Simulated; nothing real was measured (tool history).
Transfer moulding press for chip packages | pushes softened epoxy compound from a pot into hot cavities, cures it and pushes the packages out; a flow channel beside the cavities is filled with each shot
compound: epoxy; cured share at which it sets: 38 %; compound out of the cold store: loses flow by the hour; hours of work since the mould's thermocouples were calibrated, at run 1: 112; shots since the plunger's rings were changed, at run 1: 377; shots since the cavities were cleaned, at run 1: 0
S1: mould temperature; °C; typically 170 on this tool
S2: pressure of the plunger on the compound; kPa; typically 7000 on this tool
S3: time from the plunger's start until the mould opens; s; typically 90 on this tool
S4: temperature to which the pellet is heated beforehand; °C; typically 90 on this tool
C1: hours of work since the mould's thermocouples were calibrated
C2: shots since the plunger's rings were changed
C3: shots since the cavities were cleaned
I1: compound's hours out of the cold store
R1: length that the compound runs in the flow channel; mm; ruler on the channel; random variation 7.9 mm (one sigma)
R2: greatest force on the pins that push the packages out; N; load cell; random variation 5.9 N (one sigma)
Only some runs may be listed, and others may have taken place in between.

run,hour,S1,S2,S3,S4,C1,C2,C3,I1,R1,R2
1,0.0,170,7000,90,90,112,377,0,30.9,836,219
2,34.7,170,7000,90,87,126,669,292,31.4,827,268
3,70.7,163,7000,90,87,140,972,595,37.0,841,425
# hour 113.9: cavities cleaned with cleaning compound and waxed
4,123.6,163,7000,90,87,161,1404,81,12.3,944,375
5,154.8,163,7000,90,87,173,1667,344,26.3,884,423
6,205.1,163,7000,90,87,194,2090,767,34.8,818,490
# hour 226.7: cavities cleaned with cleaning compound and waxed
7,278.8,163,7000,90,87,223,2698,438,35.8,803,437
# hour 338.6: cavities cleaned with cleaning compound and waxed
8,348.4,163,7000,90,87,250,3271,82,34.4,801,328
9,403.8,163,7000,90,87,272,3737,548,17.1,878,474
10,435.7,170,5970,90,90,285,4006,817,8.1,828,345
# hour 453.1: cavities cleaned with cleaning compound and waxed
11,499.9,170,7000,90,90,311,4534,394,41.6,743,269
# hour 565.3: cavities cleaned with cleaning compound and waxed
12,570.0,170,7000,90,90,338,5112,40,31.2,755,212
13,642.3,170,7000,90,90,367,5720,648,42.3,719,317
# hour 680.6: cavities cleaned with cleaning compound and waxed
14,688.8,170,8430,90,90,385,6098,69,21.6,875,225
15,740.3,169,7980,90,90,406,6532,503,13.1,882,309
# hour 749.2: plunger's sealing rings changed
# hour 795.5: cavities cleaned with cleaning compound and waxed
16,814.7,164,7000,90,90,434,539,162,17.1,924,338
17,855.5,164,7000,90,90,451,882,505,39.3,821,386
# hour 907.0: cavities cleaned with cleaning compound and waxed
18,922.5,170,6070,90,86,477,1433,130,30.5,768,229
19,977.4,164,7000,83,90,499,1895,592,12.1,930,546
# hour 1020.2: cavities cleaned with cleaning compound and waxed
20,1020.2,177,5310,85,83,516,2243,0,42.1,648,188
21,1055.8,167,7000,93,90,530,2543,300,26.7,837,281
22,1098.8,170,5850,120,90,548,2905,662,22.6,764,265
# hour 1133.0: cavities cleaned with cleaning compound and waxed
23,1169.9,170,5850,120,90,576,3491,311,10.1,811,227
24,1209.8,170,5310,76,90,592,3826,646,44.9,645,396
# hour 1249.9: cavities cleaned with cleaning compound and waxed
25,1279.3,170,5310,76,90,619,4398,247,34.7,669,332
26,1309.7,174,7390,76,90,631,4655,504,26.2,804,330

What does the tool deliver on the next run?
# hour 1364.2: cavities cleaned with cleaning compound and waxed
27,1364.2,173,7430,90,90,653,5101,0,30.7,?,?

R1: 792 mm
R2: 182 N
If the tool had no hidden condition, the same run with the same run-to-run variation would have returned R1 873 mm, R2 181 N.
